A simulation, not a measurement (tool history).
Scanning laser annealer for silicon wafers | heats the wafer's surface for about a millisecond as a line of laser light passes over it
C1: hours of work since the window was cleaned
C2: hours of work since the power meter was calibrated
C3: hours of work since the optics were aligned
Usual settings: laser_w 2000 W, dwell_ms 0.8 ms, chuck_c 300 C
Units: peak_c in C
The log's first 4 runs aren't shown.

run 5 hour=56.2 | laser_w=2000 dwell_ms=0.8 chuck_c=300 | C1=457 C2=307 C3=127 | peak_c=1016
run 6 hour=69.4 | laser_w=2100 dwell_ms=0.8 chuck_c=300 | C1=466 C2=316 C3=135 | peak_c=1066
run 7 hour=87.2 | laser_w=2100 dwell_ms=0.8 chuck_c=300 | C1=478 C2=327 C3=147 | peak_c=1064
run 8 hour=101.8 | laser_w=1824 dwell_ms=0.8 chuck_c=300 | C1=487 C2=337 C3=157 | peak_c=939
run 9 hour=121.3 | laser_w=2000 dwell_ms=0.845 chuck_c=300 | C1=500 C2=350 C3=170 | peak_c=1035
run 10 hour=136.8 | laser_w=2000 dwell_ms=0.8 chuck_c=330 | C1=511 C2=360 C3=180 | peak_c=1050
run 11 hour=148.6 | laser_w=2000 dwell_ms=0.8 chuck_c=300 | C1=518 C2=368 C3=188 | peak_c=1018
run 12 hour=162.6 | laser_w=2000 dwell_ms=0.8 chuck_c=300 | C1=528 C2=377 C3=197 | peak_c=1017
run 13 hour=180.8 | laser_w=2000 dwell_ms=0.8 chuck_c=300 | C1=540 C2=389 C3=209 | peak_c=1017
run 14 hour=191.4 | laser_w=2000 dwell_ms=0.8 chuck_c=300 | C1=547 C2=396 C3=216 | peak_c=1015
run 15 hour=207.9 | laser_w=2000 dwell_ms=0.8 chuck_c=300 | C1=557 C2=407 C3=227 | peak_c=1021
run 16 hour=226.3 | laser_w=2000 dwell_ms=0.8 chuck_c=300 | C1=570 C2=419 C3=239 | peak_c=1019
run 17 hour=239 | laser_w=2000 dwell_ms=0.8 chuck_c=300 | C1=578 C2=428 C3=247 | peak_c=1015
run 18 hour=253.2 | laser_w=2000 dwell_ms=0.8 chuck_c=300 | C1=587 C2=437 C3=257 | peak_c=1018
run 19 hour=266.4 | laser_w=1701 dwell_ms=0.7 chuck_c=321 | C1=596 C2=446 C3=265 | peak_c=869
run 20 hour=276.1 | laser_w=1748 dwell_ms=0.8 chuck_c=335 | C1=603 C2=452 C3=272 | peak_c=942
run 21 hour=287 | laser_w=1748 dwell_ms=0.8 chuck_c=335 | C1=610 C2=459 C3=279 | peak_c=939

The next listed run, before its measurement:
-- hour=295.3 window over the wafer cleaned
run 22 hour=297.8 | laser_w=2000 dwell_ms=0.8 chuck_c=305 | C1=2 C2=465 C3=285 | peak_c=?

Run 22 gave peak_c 1023 C.
Without the tool's hidden state the same run would have given peak_c 1023 C.

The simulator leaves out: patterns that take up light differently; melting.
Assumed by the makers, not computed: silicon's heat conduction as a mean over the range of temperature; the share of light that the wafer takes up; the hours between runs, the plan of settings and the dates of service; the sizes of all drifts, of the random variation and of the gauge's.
